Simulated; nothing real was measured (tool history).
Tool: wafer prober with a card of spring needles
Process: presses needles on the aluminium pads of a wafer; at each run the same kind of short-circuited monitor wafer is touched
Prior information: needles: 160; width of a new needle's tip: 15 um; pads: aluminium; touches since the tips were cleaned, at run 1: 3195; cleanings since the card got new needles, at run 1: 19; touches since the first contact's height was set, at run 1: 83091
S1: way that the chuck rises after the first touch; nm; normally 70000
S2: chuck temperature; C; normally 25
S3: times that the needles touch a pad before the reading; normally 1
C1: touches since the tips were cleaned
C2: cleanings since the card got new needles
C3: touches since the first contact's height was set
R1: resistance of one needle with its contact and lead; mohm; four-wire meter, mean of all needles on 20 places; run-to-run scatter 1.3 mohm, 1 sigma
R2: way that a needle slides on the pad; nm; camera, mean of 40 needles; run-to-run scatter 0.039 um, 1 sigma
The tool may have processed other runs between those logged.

| run | day | S1 | S2 | S3 | C1 | C2 | C3 | R1 | R2 |
|---|---|---|---|---|---|---|---|---|---|
| 1 | 0 | 70000 | 25 | 1 | 3195 | 19 | 83091 | 120 | 13610 |
|  | 0.133 | tips cleaned on abrasive film |
| 2 | 0.483 | 70000 | 25 | 1 | 2126 | 20 | 85984 | 116 | 13510 |
|  | 0.808 | tips cleaned on abrasive film |
| 3 | 1.121 | 70000 | 25 | 1 | 1890 | 21 | 89780 | 117 | 13480 |
|  | 1.504 | tips cleaned on abrasive film |
| 4 | 1.983 | 65000 | 25 | 1 | 2886 | 22 | 94951 | 122 | 12530 |
|  | 2.2 | tips cleaned on abrasive film |
|  | 2.871 | tips cleaned on abrasive film |
| 5 | 2.983 | 70000 | 25 | 1 | 689 | 24 | 100909 | 110 | 13500 |
|  | 3.579 | tips cleaned on abrasive film |
| 6 | 3.879 | 70000 | 25 | 1 | 1798 | 25 | 106258 | 116 | 13500 |
|  | 4.267 | tips cleaned on abrasive film |
| 7 | 4.45 | 70000 | 25 | 1 | 1093 | 26 | 109666 | 114 | 13490 |
|  | 4.958 | tips cleaned on abrasive film |
| 8 | 4.958 | 70000 | 25 | 1 | 0 | 27 | 112696 | 108 | 13380 |
|  | 5.621 | tips cleaned on abrasive film |
| 9 | 5.925 | 70000 | 25 | 1 | 1841 | 28 | 118505 | 115 | 13420 |
|  | 6.312 | tips cleaned on abrasive film |
| 10 | 6.838 | 70000 | 25 | 1 | 3159 | 29 | 123948 | 118 | 13460 |
|  | 6.979 | tips cleaned on abrasive film |
|  | 7.383 | height of the first contact set anew |
|  | 7.629 | tips cleaned on abrasive film |
| 11 | 7.867 | 70000 | 25 | 1 | 1438 | 31 | 2877 | 119 | 13310 |
|  | 8.304 | tips cleaned on abrasive film |
| 12 | 8.646 | 70000 | 25 | 1 | 2044 | 32 | 7523 | 119 | 13230 |
|  | 8.933 | tips cleaned on abrasive film |
| 13 | 9.421 | 70000 | 54 | 1 | 2931 | 33 | 12164 | 125 | 13190 |
|  | 9.629 | tips cleaned on abrasive film |
| 14 | 10.217 | 70000 | 67 | 1 | 3530 | 34 | 16933 | 129 | 13210 |
|  | 10.279 | tips cleaned on abrasive film |
|  | 11 | tips cleaned on abrasive film |
| 15 | 11.358 | 70000 | 67 | 1 | 2138 | 36 | 23741 | 124 | 13160 |
|  | 11.679 | height of the first contact set anew, once more |
|  | 11.683 | tips cleaned on abrasive film |
|  | 12.338 | tips cleaned on abrasive film |
| 16 | 12.496 | 70000 | 67 | 1 | 961 | 38 | 4872 | 117 | 13710 |
|  | 13 | tips cleaned on abrasive film |
| 17 | 13.375 | 70000 | 67 | 1 | 2254 | 39 | 10126 | 124 | 13790 |
|  | 13.683 | tips cleaned on abrasive film |
| 18 | 14 | 66000 | 27 | 1 | 1904 | 40 | 13866 | 119 | 12910 |
|  | 14.346 | tips cleaned on abrasive film |
| 19 | 14.812 | 66000 | 27 | 1 | 2820 | 41 | 18728 | 118 | 12990 |
|  | 14.979 | tips cleaned on abrasive film |
|  | 15.683 | tips cleaned on abrasive film |
| 20 | 15.683 | 66000 | 112 | 3 | 0 | 43 | 23893 | 120 | 12920 |
|  | 16.383 | tips cleaned on abrasive film |
| 21 | 16.658 | 62000 | 88 | 3 | 1661 | 44 | 29743 | 121 | 12100 |
|  | 17.05 | tips cleaned on abrasive film |
| 22 | 17.604 | 62000 | 88 | 3 | 3331 | 45 | 35411 | 123 | 12110 |
|  | 17.742 | tips cleaned on abrasive film |
|  | 18.412 | tips cleaned on abrasive film |
| 23 | 18.5 | 74000 | 77 | 1 | 519 | 47 | 40742 | 117 | 14450 |
|  | 19.038 | tips cleaned on abrasive film |
| 24 | 19.038 | 83000 | 25 | 1 | 0 | 48 | 43944 | 108 | 16170 |
|  | 19.717 | tips cleaned on abrasive film |
| 25 | 19.754 | 56000 | 84 | 1 | 238 | 49 | 48233 | 120 | 10910 |
|  | 20.412 | tips cleaned on abrasive film |
| 26 | 20.5 | 56000 | 84 | 1 | 522 | 50 | 52690 | 124 | 10840 |
|  | 21.092 | tips cleaned on abrasive film |
| 27 | 21.433 | 55000 | 25 | 1 | 2057 | 51 | 58269 | 126 | 10700 |
|  | 21.771 | tips cleaned on abrasive film |
| 28 | 22.133 | 55000 | 25 | 1 | 2181 | 52 | 62453 | 124 | 10640 |
|  | 22.404 | tips cleaned on abrasive film |
| 29 | 23.021 | 71000 | 83 | 1 | 3710 | 53 | 67771 | 128 | 13810 |
|  | 23.075 | tips cleaned on abrasive film |
|  | 23.717 | tips cleaned on abrasive film |
| 30 | 24.083 | 70000 | 89 | 1 | 2217 | 55 | 74114 | 125 | 13610 |
|  | 24.392 | tips cleaned on abrasive film |
| 31 | 24.7 | 80000 | 44 | 2 | 1861 | 56 | 77799 | 116 | 15560 |

For each run, the measured value with the value that run would have given without the tool's hidden condition subtracted. The run-to-run variation is shared by both, the gauge scatter possibly not:
Hidden state at play: debris on the tips, nm; way that the needles fall short of the set height, um; tips' diameter, um; drift of the gauge itself on contact_mohm, %; drift of the gauge itself on scrub_um, %.
| run | R1 | R2 |
|---|---|---|
| 1 | +13 | -260 |
| 2 | +10 | -270 |
| 3 | +9 | -280 |
| 4 | +15 | -300 |
| 5 | +4 | -330 |
| 6 | +8 | -330 |
| 7 | +8 | -360 |
| 8 | +1 | -350 |
| 9 | +10 | -370 |
| 10 | +14 | -390 |
| 11 | +9 | -570 |
| 12 | +11 | -580 |
| 13 | +13 | -590 |
| 14 | +15 | -610 |
| 15 | +10 | -630 |
| 16 | +5 | -30 |
| 17 | +11 | -40 |
| 18 | +12 | -50 |
| 19 | +13 | -70 |
| 20 | +0 | -90 |
| 21 | +5 | -110 |
| 22 | +6 | -120 |
| 23 | +3 | -140 |
| 24 | +0 | -160 |
| 25 | +5 | -160 |
| 26 | +7 | -180 |
| 27 | +17 | -180 |
| 28 | +17 | -200 |
| 29 | +14 | -210 |
| 30 | +10 | -240 |
| 31 | +5 | -250 |
